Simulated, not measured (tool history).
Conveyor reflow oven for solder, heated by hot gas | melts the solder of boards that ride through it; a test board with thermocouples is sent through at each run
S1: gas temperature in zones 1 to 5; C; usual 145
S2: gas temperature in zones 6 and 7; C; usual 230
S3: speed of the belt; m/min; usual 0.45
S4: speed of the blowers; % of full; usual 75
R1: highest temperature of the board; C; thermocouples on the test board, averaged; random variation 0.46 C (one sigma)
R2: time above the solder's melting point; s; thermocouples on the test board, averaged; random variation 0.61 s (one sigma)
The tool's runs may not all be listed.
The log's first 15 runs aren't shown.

run	hour	S1	S2	S3	S4	R1	R2
16	150	145	230	0.437	67	216.2	75
# hour 159: belt drive overhauled, speed set with a stopwatch, once more
17	166.5	145	222	0.516	77	205.9	52.5
18	174.5	145	230	0.444	61	214.4	70.5
19	186.8	145	230	0.444	61	214.2	71
20	199.9	145	235	0.45	75	220.4	76
21	213.6	145	235	0.45	75	220.5	75.1
22	224.5	141	222	0.44	84	210.8	67.8
23	231.6	141	222	0.44	84	209.9	66.9
24	244	141	222	0.44	84	210.2	66.8
25	251.1	141	222	0.44	84	209.4	65.8
26	264.7	147	222	0.466	59	204.9	59
27	273.9	147	222	0.466	59	205.6	59.7
28	286	139	244	0.45	70	225.7	77.9
29	296.8	139	244	0.378	67	230.6	96.8
30	305.5	139	244	0.378	67	230.8	97.6

Forecast each of these 5 alternatives for the next run:
A	318	145	226	0.45	75	?	?
B	318	145	230	0.45	75	?	?
C	318	139	223	0.538	67	?	?
D	318	160	223	0.375	67	?	?
E	318	158	230	0.45	90	?	?

run	R1	R2
A	211.8	68.5
B	214.7	72.1
C	201.3	40.7
D	213.1	96.4
E	218.6	83.1
Without the tool's hidden state the same runs would have given:
run	R1	R2
A	215.1	72.6
B	218.1	75.8
C	205.1	46.5
D	215.6	99.1
E	221.7	85.5
